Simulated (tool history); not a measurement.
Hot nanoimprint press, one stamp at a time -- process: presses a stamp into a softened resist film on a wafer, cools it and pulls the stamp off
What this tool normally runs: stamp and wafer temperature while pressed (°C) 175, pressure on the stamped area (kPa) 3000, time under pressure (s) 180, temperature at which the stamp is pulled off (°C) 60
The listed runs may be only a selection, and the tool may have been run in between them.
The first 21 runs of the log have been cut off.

run   hour  stamp and wafer temperature while pressed (°C)  pressure on the stamped area (kPa)  time under pressure (s)  temperature at which the stamp is pulled off (°C)  resist left under the stamp's widest pad (angstrom)  greatest force while the stamp is pulled off (N)
 22  528.9                                             181                                4440                       91                                                 54                                                 1263                                               103
 23  546.4                                             184                                3000                      164                                                 60                                                 1065                                               102
 24  576.9                                             180                                3540                      199                                                 62                                                 1068                                                97
 25  610.3                                             174                                3000                       93                                                 48                                                 1866                                               113
 26  640.9                                             174                                2120                       93                                                 68                                                 2119                                                88
 27  656.1                                             174                                2120                       93                                                 68                                                 2093                                                90
 28  680.9                                             174                                2120                       93                                                 68                                                 2094                                                90
 29  702.8                                             175                                2170                      159                                                 60                                                 1749                                                99
 30  721.5                                             175                                2170                      159                                                 60                                                 1719                                                98

Branching from run 30: 4 alternative next runs. What would each branch give?
  A  744.8                                             178                                2170                      159                                                 60                                                    ?                                                 ?
  B  744.8                                             175                                3290                      159                                                 60                                                    ?                                                 ?
  C  744.8                                             169                                2170                      232                                                 68                                                    ?                                                 ?
  D  744.8                                             168                                3000                      125                                                 45                                                    ?                                                 ?

run  resist left under the stamp's widest pad (angstrom)  greatest force while the stamp is pulled off (N)
  A                                                 1547                                                98
  B                                                 1451                                                99
  C                                                 1892                                                93
  D                                                 2080                                               115
Had the tool no hidden state, the same runs would have come out as:
run  resist left under the stamp's widest pad (angstrom)  greatest force while the stamp is pulled off (N)
  A                                                 1543                                                97
  B                                                 1448                                                99
  C                                                 1889                                                92
  D                                                 2077                                               115
